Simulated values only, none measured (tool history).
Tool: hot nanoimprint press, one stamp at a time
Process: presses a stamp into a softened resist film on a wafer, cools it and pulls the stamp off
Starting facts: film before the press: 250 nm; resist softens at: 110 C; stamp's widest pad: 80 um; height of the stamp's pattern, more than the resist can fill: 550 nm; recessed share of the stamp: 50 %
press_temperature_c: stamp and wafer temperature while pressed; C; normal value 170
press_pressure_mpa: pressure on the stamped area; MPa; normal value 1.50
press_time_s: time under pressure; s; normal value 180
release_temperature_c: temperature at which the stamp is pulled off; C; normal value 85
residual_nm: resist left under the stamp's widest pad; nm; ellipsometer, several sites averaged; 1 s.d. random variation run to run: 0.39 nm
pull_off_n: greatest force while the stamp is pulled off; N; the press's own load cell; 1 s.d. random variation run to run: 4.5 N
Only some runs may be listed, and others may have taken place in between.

run,hour,press_temperature_c,press_pressure_mpa,press_time_s,release_temperature_c,residual_nm,pull_off_n
1,0.0,170,1.50,180,85,149.5,227
2,25.7,170,1.50,180,85,150.0,237
3,70.9,165,1.50,180,85,172.2,245
4,103.5,170,1.50,180,85,149.1,243
5,136.0,170,1.50,180,85,149.1,249
6,195.4,170,1.50,180,85,148.5,267
# hour 230.6: stamp cleaned and given a new release coat
7,244.1,173,1.50,180,85,135.1,215
8,276.5,173,1.50,180,85,135.3,219
# hour 298.4: plate thermocouple calibrated
9,330.3,177,1.50,180,85,117.9,219
10,366.2,177,1.50,180,85,117.8,229
11,394.6,177,1.50,180,85,117.5,239
# hour 425.1: plate thermocouple calibrated, once more
12,426.0,177,1.50,180,85,121.7,249
13,470.8,177,1.50,180,85,121.8,251
14,513.3,177,1.50,180,85,121.4,260
15,565.9,170,1.50,180,85,151.6,264
# hour 584.9: stamp cleaned and given a new release coat
16,610.4,180,1.50,180,85,110.0,227
17,645.9,180,1.50,180,85,110.0,225
18,684.1,180,1.50,180,85,109.8,231
19,711.6,161,1.85,283,80,163.2,264
20,762.3,161,1.85,283,80,163.7,261
21,819.0,161,1.85,283,80,162.8,286
# hour 837.7: plate thermocouple calibrated
22,847.8,161,1.85,283,80,164.9,293
23,892.8,177,1.85,283,80,94.2,292
# hour 932.8: stamp cleaned and given a new release coat
24,935.9,173,2.29,287,88,99.9,199
25,991.0,173,2.29,287,88,99.1,212
# hour 1030.4: press's hydraulic seals changed and the load cell set to zero
26,1030.9,175,1.23,183,89,136.9,206
27,1083.7,175,1.23,183,89,136.4,215
28,1125.0,181,1.02,191,82,120.6,253
29,1154.9,181,1.02,108,81,146.8,266

What if the next run were any one of these 4? Each begins from the tool's condition after run 29:
A,1187.6,169,1.02,108,70,?,?
B,1187.6,178,1.02,224,81,?,?
C,1187.6,181,1.60,108,81,?,?
D,1187.6,172,1.30,108,83,?,?

run,residual_nm,pull_off_n
A,194.5,357
B,124.8,271
C,122.3,273
D,170.2,267
The same runs, with their run-to-run variation unchanged, on a tool lacking any hidden condition would have given:
run,residual_nm,pull_off_n
A,195.6,311
B,125.8,237
C,123.1,239
D,171.3,234

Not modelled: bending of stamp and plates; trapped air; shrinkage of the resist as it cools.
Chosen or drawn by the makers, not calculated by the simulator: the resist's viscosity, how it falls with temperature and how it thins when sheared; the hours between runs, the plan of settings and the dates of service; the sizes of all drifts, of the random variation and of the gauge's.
